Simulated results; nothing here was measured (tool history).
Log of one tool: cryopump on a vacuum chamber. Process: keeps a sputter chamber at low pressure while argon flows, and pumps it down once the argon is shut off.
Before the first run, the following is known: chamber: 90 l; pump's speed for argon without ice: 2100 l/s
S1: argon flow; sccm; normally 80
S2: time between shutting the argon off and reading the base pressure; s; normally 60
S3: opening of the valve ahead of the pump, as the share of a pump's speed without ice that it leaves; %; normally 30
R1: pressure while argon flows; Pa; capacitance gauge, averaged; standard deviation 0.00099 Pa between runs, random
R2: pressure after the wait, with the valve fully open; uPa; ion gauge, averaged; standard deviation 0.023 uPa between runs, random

run,hour,S1,S2,S3,R1,R2
1,0.0,80,60,30,0.2172,1.08
2,103.7,80,60,20,0.3225,1.09
3,187.6,80,60,20,0.3217,1.16
4,267.5,80,60,20,0.3264,1.17
5,331.5,80,60,20,0.3264,1.24
6,401.4,80,60,20,0.3275,1.22
7,486.8,80,60,34,0.1944,1.33
8,529.5,80,60,34,0.1966,1.34
9,614.7,151,60,30,0.4227,1.39
10,692.8,151,60,27,0.4747,1.50
11,784.3,80,132,30,0.2259,1.15
12,869.3,80,132,30,0.2268,1.17
# hour 878.9: leaking fittings of the chamber tightened, without venting
13,952.8,38,60,30,0.1092,0.82
14,1000.0,80,60,30,0.2289,0.85
15,1046.7,80,60,30,0.2308,0.85
16,1100.2,80,60,30,0.2319,0.87
17,1204.4,80,60,30,0.2344,0.98
18,1299.5,80,60,30,0.2341,1.02
19,1385.6,80,61,25,0.2776,1.08
20,1441.9,80,61,22,0.3172,1.08
21,1502.4,80,61,22,0.3165,1.15
# hour 1555.2: pump warmed up, emptied and cooled again
22,1594.5,80,61,22,0.2953,1.02
23,1692.0,93,40,22,0.3440,1.40
24,1780.4,41,180,30,0.1123,0.72
25,1862.0,57,48,40,0.1172,1.30
26,1954.4,48,119,20,0.1973,0.86
27,2034.9,133,31,30,0.3703,1.87
28,2123.5,133,31,30,0.3714,1.89
29,2178.1,159,59,30,0.4459,1.35

Run 30 is up next; what results do you expect?
30,2223.6,159,59,30,?,?

R1: 0.4463 Pa
R2: 1.35 uPa
On a tool with no hidden condition, and with the same random variation, this run would have come out at R1 0.4266 Pa, R2 0.76 uPa.
